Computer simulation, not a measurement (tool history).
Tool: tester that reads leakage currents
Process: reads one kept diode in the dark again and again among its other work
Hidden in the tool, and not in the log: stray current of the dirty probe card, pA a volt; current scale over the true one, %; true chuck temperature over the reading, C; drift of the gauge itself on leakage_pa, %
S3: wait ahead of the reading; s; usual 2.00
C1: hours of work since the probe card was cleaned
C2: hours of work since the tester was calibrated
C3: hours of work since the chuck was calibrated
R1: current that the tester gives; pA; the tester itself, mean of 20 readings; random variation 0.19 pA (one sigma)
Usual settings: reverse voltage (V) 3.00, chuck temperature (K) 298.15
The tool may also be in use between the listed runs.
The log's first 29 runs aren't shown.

run 30 hour=5437.4 | reverse_voltage_(V)=3.00 chuck_temperature_(K)=321.15 S3=1.70 | C1=2895 C2=1380 C3=1170 | R1=268.43
run 31 hour=5555.1 | reverse_voltage_(V)=5.06 chuck_temperature_(K)=298.15 S3=2.00 | C1=2953 C2=1438 C3=1228 | R1=70.94
run 32 hour=5764.9 | reverse_voltage_(V)=3.10 chuck_temperature_(K)=295.15 S3=0.56 | C1=3055 C2=1540 C3=1330 | R1=46.68
run 33 hour=5912.3 | reverse_voltage_(V)=2.94 chuck_temperature_(K)=295.15 S3=0.56 | C1=3127 C2=1612 C3=1403 | R1=44.91
-- hour=6096.1 probe card cleaned and baked
run 34 hour=6103.8 | reverse_voltage_(V)=4.63 chuck_temperature_(K)=298.15 S3=2.00 | C1=4 C2=1704 C3=1495 | R1=65.66
run 35 hour=6260.2 | reverse_voltage_(V)=4.63 chuck_temperature_(K)=298.15 S3=1.06 | C1=80 C2=1781 C3=1571 | R1=66.18
run 36 hour=6439.8 | reverse_voltage_(V)=4.63 chuck_temperature_(K)=298.15 S3=1.06 | C1=168 C2=1869 C3=1659 | R1=65.52
run 37 hour=6687.0 | reverse_voltage_(V)=4.63 chuck_temperature_(K)=298.15 S3=1.06 | C1=289 C2=1990 C3=1780 | R1=65.21
run 38 hour=6929.9 | reverse_voltage_(V)=4.63 chuck_temperature_(K)=329.15 S3=3.09 | C1=408 C2=2109 C3=1899 | R1=513.63

Forecast each of these 5 alternatives for the next run:
run A hour=7103.8 | reverse_voltage_(V)=16.46 chuck_temperature_(K)=329.15 S3=3.09 | C1=493 C2=2194 C3=1984 | R1=?
run B hour=7103.8 | reverse_voltage_(V)=1.09 chuck_temperature_(K)=313.15 S3=4.16 | C1=493 C2=2194 C3=1984 | R1=?
run C hour=7103.8 | reverse_voltage_(V)=8.14 chuck_temperature_(K)=305.15 S3=3.09 | C1=493 C2=2194 C3=1984 | R1=?
run D hour=7103.8 | reverse_voltage_(V)=5.44 chuck_temperature_(K)=317.15 S3=4.85 | C1=493 C2=2194 C3=1984 | R1=?
run E hour=7103.8 | reverse_voltage_(V)=3.00 chuck_temperature_(K)=295.15 S3=2.00 | C1=493 C2=2194 C3=1984 | R1=?

run=A R1=894.19
run=B R1=95.10
run=C R1=135.79
run=D R1=254.74
run=E R1=41.79
Without the tool's hidden state the same runs would have given:
run=A R1=1006.81
run=B R1=108.26
run=C R1=155.06
run=D R1=289.04
run=E R1=48.04
